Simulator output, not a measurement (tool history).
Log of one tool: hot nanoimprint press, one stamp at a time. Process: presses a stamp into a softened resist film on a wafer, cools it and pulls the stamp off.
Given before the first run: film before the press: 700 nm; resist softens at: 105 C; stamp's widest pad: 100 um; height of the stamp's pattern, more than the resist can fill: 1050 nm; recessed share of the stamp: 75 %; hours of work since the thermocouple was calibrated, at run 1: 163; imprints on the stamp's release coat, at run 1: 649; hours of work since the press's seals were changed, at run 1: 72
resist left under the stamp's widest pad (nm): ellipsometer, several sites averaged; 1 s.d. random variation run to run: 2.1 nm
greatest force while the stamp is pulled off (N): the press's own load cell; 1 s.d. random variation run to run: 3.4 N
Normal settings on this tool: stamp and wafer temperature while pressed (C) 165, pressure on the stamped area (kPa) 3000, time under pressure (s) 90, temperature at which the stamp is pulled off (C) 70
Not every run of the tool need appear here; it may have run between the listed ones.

run	day	stamp and wafer temperature while pressed (C)	pressure on the stamped area (kPa)	time under pressure (s)	temperature at which the stamp is pulled off (C)	hours of work since the thermocouple was calibrated	imprints on the stamp's release coat	hours of work since the press's seals were changed	resist left under the stamp's widest pad (nm)	greatest force while the stamp is pulled off (N)
1	0.000	165	3000	90	70	163	649	72	344.0	188
2	0.188	165	3000	90	70	165	660	74	347.2	196
3	0.475	165	3000	90	70	167	678	76	343.4	193
4	0.842	165	3000	90	70	171	701	80	349.0	202
5	1.021	165	3000	90	70	173	712	82	345.7	195
6	1.212	165	3590	90	70	175	724	84	317.4	195
7	1.575	165	3590	55	70	178	746	87	382.4	197
8	1.917	165	3630	55	70	181	767	90	376.2	198
9	2.150	165	3630	55	70	184	781	93	383.8	199
10	2.496	165	3630	55	70	187	802	96	379.8	206
11	2.821	165	3000	90	70	190	822	99	349.6	206
12	3.083	165	2660	90	70	193	838	102	365.2	200
# day 3.246: plate thermocouple calibrated
13	3.446	165	2660	90	70	2	853	104	371.0	202
14	3.783	164	3000	90	70	5	874	107	376.5	200
15	3.962	165	2190	177	70	7	885	109	317.5	206
# day 4.321: plate thermocouple calibrated, once more
16	4.433	165	2260	91	70	1	906	112	379.7	219
17	4.621	165	2260	91	70	3	917	114	377.2	197
18	4.825	165	2260	91	70	5	930	116	379.5	204
19	5.162	172	2150	66	66	8	951	119	314.8	225
20	5.467	176	3250	64	66	11	969	122	212.9	218
21	5.858	164	3250	131	66	15	993	126	300.0	225
22	6.142	173	3000	90	62	18	1011	129	227.3	243
23	6.404	157	3690	46	62	20	1027	131	534.0	242

Alternative continuations, all from the tool just after run 23; predict every row:
A	6.733	165	2100	68	70	23	1047	134	?	?
B	6.733	165	2680	60	62	23	1047	134	?	?
C	6.733	167	2810	67	62	23	1047	134	?	?
D	6.733	164	3000	70	70	23	1047	134	?	?
E	6.733	157	2600	46	75	23	1047	134	?	?

run	resist left under the stamp's widest pad (nm)	greatest force while the stamp is pulled off (N)
A	427.1	213
B	408.4	242
C	354.9	241
D	389.6	208
E	579.7	197
What these runs would have given with no unlogged condition in the tool:
run	resist left under the stamp's widest pad (nm)	greatest force while the stamp is pulled off (N)
A	422.3	161
B	403.2	183
C	350.0	182
D	384.3	158
E	575.7	149
